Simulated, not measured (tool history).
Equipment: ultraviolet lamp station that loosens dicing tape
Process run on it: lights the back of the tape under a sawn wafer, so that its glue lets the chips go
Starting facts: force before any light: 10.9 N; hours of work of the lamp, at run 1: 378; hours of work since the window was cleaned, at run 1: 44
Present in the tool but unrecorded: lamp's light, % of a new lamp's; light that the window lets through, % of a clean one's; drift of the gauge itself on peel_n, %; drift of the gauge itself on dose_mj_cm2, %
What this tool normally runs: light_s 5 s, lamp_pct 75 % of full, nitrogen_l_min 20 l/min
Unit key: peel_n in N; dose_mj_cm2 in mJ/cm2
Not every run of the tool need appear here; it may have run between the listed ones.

| run | day | light_s | lamp_pct | nitrogen_l_min | hours of work of the lamp | hours of work since the window was cleaned | peel_n | dose_mj_cm2 |
|---|---|---|---|---|---|---|---|---|
| 1 | 0.000 | 5 | 75 | 20 | 378 | 44 | 1.252 | 250 |
| 2 | 0.375 | 5 | 75 | 20 | 382 | 48 | 1.199 | 244 |
| 3 | 0.767 | 5 | 75 | 7 | 386 | 52 | 2.653 | 243 |
| 4 | 1.271 | 5 | 75 | 7 | 392 | 58 | 2.648 | 243 |
| 5 | 1.679 | 5 | 75 | 7 | 396 | 62 | 2.693 | 241 |
| 6 | 2.304 | 5 | 75 | 7 | 403 | 69 | 2.630 | 239 |
| 7 | 3.100 | 5 | 75 | 7 | 411 | 77 | 2.591 | 238 |
| 8 | 3.979 | 5 | 75 | 7 | 421 | 87 | 2.682 | 238 |
| 9 | 4.721 | 8 | 75 | 7 | 429 | 95 | 1.182 | 375 |
| 10 | 5.129 | 5 | 75 | 20 | 434 | 100 | 1.342 | 241 |
| 11 | 5.858 | 5 | 75 | 20 | 442 | 108 | 1.335 | 234 |
| 12 | 6.729 | 5 | 75 | 12 | 451 | 117 | 1.959 | 233 |
| 13 | 7.179 | 5 | 75 | 20 | 456 | 122 | 1.401 | 232 |
| 14 | 7.700 | 5 | 75 | 20 | 462 | 128 | 1.402 | 234 |
| 15 | 8.417 | 5 | 75 | 20 | 469 | 135 | 1.364 | 229 |
| 16 | 9.208 | 5 | 75 | 20 | 478 | 144 | 1.387 | 230 |
| 17 | 10.071 | 5 | 75 | 10 | 488 | 154 | 2.284 | 224 |
| 18 | 10.583 | 5 | 100 | 10 | 493 | 159 | 1.441 | 301 |
| 19 | 11.450 | 5 | 100 | 10 | 503 | 169 | 1.459 | 294 |
| 20 | 11.892 | 2 | 75 | 20 | 507 | 173 | 4.860 | 87 |
| 21 | 12.500 | 5 | 75 | 33 | 514 | 180 | 1.040 | 222 |
| 22 | 13.204 | 5 | 75 | 33 | 522 | 188 | 1.050 | 220 |
| 23 | 14.083 | 5 | 86 | 10 | 531 | 197 | 1.989 | 248 |
| 24 | 14.492 | 8 | 75 | 39 | 536 | 202 | 0.334 | 343 |
| 25 | 14.938 | 8 | 75 | 39 | 541 | 207 | 0.344 | 349 |
| 26 | 15.417 | 8 | 75 | 39 | 546 | 212 | 0.325 | 343 |
| 27 | 16.021 | 7 | 75 | 9 | 552 | 218 | 1.623 | 303 |
| 28 | 16.433 | 3 | 78 | 20 | 557 | 223 | 3.226 | 133 |
| 29 | 17.054 | 3 | 78 | 20 | 564 | 230 | 3.337 | 133 |
| 30 | 17.829 | 4 | 64 | 12 | 572 | 238 | 3.717 | 147 |
|  | 17.892 | window cleaned of glue's vapour |
| 31 | 18.729 | 4 | 64 | 12 | 582 | 9 | 3.294 | 158 |
| 32 | 19.204 | 6 | 69 | 12 | 587 | 14 | 1.671 | 254 |
| 33 | 20.017 | 3 | 97 | 10 | 596 | 23 | 3.153 | 177 |
| 34 | 20.575 | 7 | 67 | 24 | 602 | 29 | 0.755 | 289 |
| 35 | 20.946 | 5 | 100 | 20 | 606 | 33 | 0.764 | 306 |
| 36 | 21.771 | 5 | 100 | 20 | 615 | 42 | 0.747 | 303 |
| 37 | 22.233 | 10 | 77 | 32 | 620 | 47 | 0.193 | 461 |
| 38 | 22.621 | 3 | 77 | 11 | 624 | 52 | 3.963 | 135 |
| 39 | 23.092 | 2 | 68 | 20 | 629 | 57 | 5.161 | 82 |
| 40 | 23.858 | 4 | 80 | 17 | 638 | 65 | 2.111 | 192 |
|  | 24.492 | lamp changed |
| 41 | 24.717 | 5 | 75 | 9 | 2 | 74 | 1.803 | 276 |
| 42 | 25.321 | 7 | 75 | 9 | 9 | 81 | 0.966 | 385 |
| 43 | 26.017 | 4 | 75 | 9 | 17 | 88 | 2.622 | 220 |
| 44 | 26.412 | 3 | 75 | 39 | 21 | 92 | 1.742 | 167 |

What if the next run were any one of these 3? Each begins from the tool's condition after run 44:
| A | 27.300 | 6 | 81 | 7 | 31 | 102 | ? | ? |
| B | 27.300 | 5 | 75 | 20 | 31 | 102 | ? | ? |
| C | 27.300 | 6 | 79 | 11 | 31 | 102 | ? | ? |

| run | peel_n | dose_mj_cm2 |
|---|---|---|
| A | 1.455 | 350 |
| B | 0.991 | 269 |
| C | 1.020 | 341 |
With the hidden condition removed and each run's random variation left untouched, the same runs would have given:
| run | peel_n | dose_mj_cm2 |
|---|---|---|
| A | 1.262 | 376 |
| B | 0.844 | 289 |
| C | 0.870 | 366 |

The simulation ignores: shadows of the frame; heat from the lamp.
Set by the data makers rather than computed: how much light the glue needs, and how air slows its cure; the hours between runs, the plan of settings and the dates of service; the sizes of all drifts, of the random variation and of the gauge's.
